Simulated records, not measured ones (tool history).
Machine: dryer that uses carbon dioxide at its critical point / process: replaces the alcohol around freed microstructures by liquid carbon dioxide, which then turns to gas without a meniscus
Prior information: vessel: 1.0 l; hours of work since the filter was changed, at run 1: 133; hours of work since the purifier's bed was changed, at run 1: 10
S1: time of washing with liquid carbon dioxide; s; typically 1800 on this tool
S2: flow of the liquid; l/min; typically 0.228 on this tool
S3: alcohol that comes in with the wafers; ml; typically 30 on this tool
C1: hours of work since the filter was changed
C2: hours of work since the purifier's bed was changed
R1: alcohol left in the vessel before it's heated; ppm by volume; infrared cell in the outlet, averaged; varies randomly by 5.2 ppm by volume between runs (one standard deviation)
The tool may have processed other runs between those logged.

{"run": 1, "hour": 0.0, "S1": 1800, "S2": 0.228, "S3": 30, "C1": 133, "C2": 10, "R1": 129}
{"run": 2, "hour": 8.6, "S1": 1800, "S2": 0.228, "S3": 30, "C1": 137, "C2": 14, "R1": 119}
{"run": 3, "hour": 21.4, "S1": 1800, "S2": 0.228, "S3": 30, "C1": 143, "C2": 20, "R1": 124}
{"run": 4, "hour": 32.7, "S1": 1800, "S2": 0.228, "S3": 30, "C1": 148, "C2": 25, "R1": 120}
{"run": 5, "hour": 42.4, "S1": 1800, "S2": 0.228, "S3": 30, "C1": 153, "C2": 30, "R1": 140}
{"run": 6, "hour": 52.5, "S1": 1800, "S2": 0.228, "S3": 30, "C1": 158, "C2": 35, "R1": 134}
{"run": 7, "hour": 59.3, "S1": 1800, "S2": 0.228, "S3": 30, "C1": 161, "C2": 38, "R1": 135}
{"run": 8, "hour": 68.0, "S1": 1800, "S2": 0.228, "S3": 30, "C1": 165, "C2": 42, "R1": 137}
{"run": 9, "hour": 74.3, "S1": 1800, "S2": 0.228, "S3": 30, "C1": 168, "C2": 45, "R1": 127}
{"run": 10, "hour": 85.9, "S1": 1800, "S2": 0.228, "S3": 30, "C1": 173, "C2": 51, "R1": 143}
{"run": 11, "hour": 95.7, "S1": 1800, "S2": 0.349, "S3": 30, "C1": 178, "C2": 55, "R1": 20}
{"run": 12, "hour": 106.4, "S1": 1800, "S2": 0.349, "S3": 30, "C1": 183, "C2": 60, "R1": 28}
{"run": 13, "hour": 118.9, "S1": 1800, "S2": 0.228, "S3": 30, "C1": 189, "C2": 66, "R1": 137}
{"run": 14, "hour": 126.9, "S1": 1860, "S2": 0.228, "S3": 30, "C1": 193, "C2": 70, "R1": 126}
{"run": 15, "hour": 139.4, "S1": 1800, "S2": 0.228, "S3": 30, "C1": 199, "C2": 76, "R1": 144}
{"run": 16, "hour": 151.2, "S1": 1800, "S2": 0.228, "S3": 30, "C1": 204, "C2": 82, "R1": 142}
{"run": 17, "hour": 165.2, "S1": 1800, "S2": 0.228, "S3": 30, "C1": 211, "C2": 88, "R1": 139}
{"run": 18, "hour": 170.9, "S1": 1800, "S2": 0.228, "S3": 30, "C1": 214, "C2": 91, "R1": 159}
{"run": 19, "hour": 180.0, "S1": 1800, "S2": 0.228, "S3": 89, "C1": 218, "C2": 95, "R1": 426}
{"run": 20, "hour": 193.0, "S1": 1140, "S2": 0.228, "S3": 51, "C1": 224, "C2": 102, "R1": 1702}
{"run": 21, "hour": 205.3, "S1": 1140, "S2": 0.228, "S3": 51, "C1": 230, "C2": 107, "R1": 1719}
{"run": 22, "hour": 216.7, "S1": 1140, "S2": 0.228, "S3": 51, "C1": 236, "C2": 113, "R1": 1763}
{"run": 23, "hour": 229.6, "S1": 1320, "S2": 0.177, "S3": 23, "C1": 242, "C2": 119, "R1": 1089}
{"run": 24, "hour": 241.6, "S1": 2580, "S2": 0.317, "S3": 23, "C1": 247, "C2": 125, "R1": 30}
{"run": 25, "hour": 252.8, "S1": 2580, "S2": 0.317, "S3": 23, "C1": 253, "C2": 130, "R1": 24}
{"run": 26, "hour": 260.9, "S1": 1800, "S2": 0.272, "S3": 24, "C1": 257, "C2": 134, "R1": 76}
{"run": 27, "hour": 267.3, "S1": 1980, "S2": 0.351, "S3": 87, "C1": 260, "C2": 137, "R1": 39}
{"run": 28, "hour": 280.0, "S1": 2580, "S2": 0.228, "S3": 30, "C1": 266, "C2": 143, "R1": 43}
{"run": 29, "hour": 288.5, "S1": 2580, "S2": 0.228, "S3": 30, "C1": 270, "C2": 147, "R1": 46}
{"run": 30, "hour": 298.1, "S1": 2580, "S2": 0.228, "S3": 38, "C1": 274, "C2": 151, "R1": 49}
{"run": 31, "hour": 309.0, "S1": 1800, "S2": 0.332, "S3": 69, "C1": 279, "C2": 157, "R1": 63}
{"run": 32, "hour": 319.6, "S1": 1680, "S2": 0.332, "S3": 57, "C1": 284, "C2": 162, "R1": 81}
{"run": 33, "hour": 328.8, "S1": 1680, "S2": 0.332, "S3": 57, "C1": 289, "C2": 166, "R1": 92}
{"run": 34, "hour": 340.5, "S1": 1680, "S2": 0.332, "S3": 57, "C1": 294, "C2": 172, "R1": 86}
{"run": 35, "hour": 353.8, "S1": 2580, "S2": 0.228, "S3": 46, "C1": 301, "C2": 178, "R1": 63}

Expected results for the next run?
{"run": 36, "hour": 359.6, "S1": 2580, "S2": 0.228, "S3": 46, "C1": 303, "C2": 181, "R1": "?"}

Run 36 measured R1 65 ppm by volume.
Were there no unlogged condition in the tool, this run, its random variation unchanged, would have produced R1 16 ppm by volume.
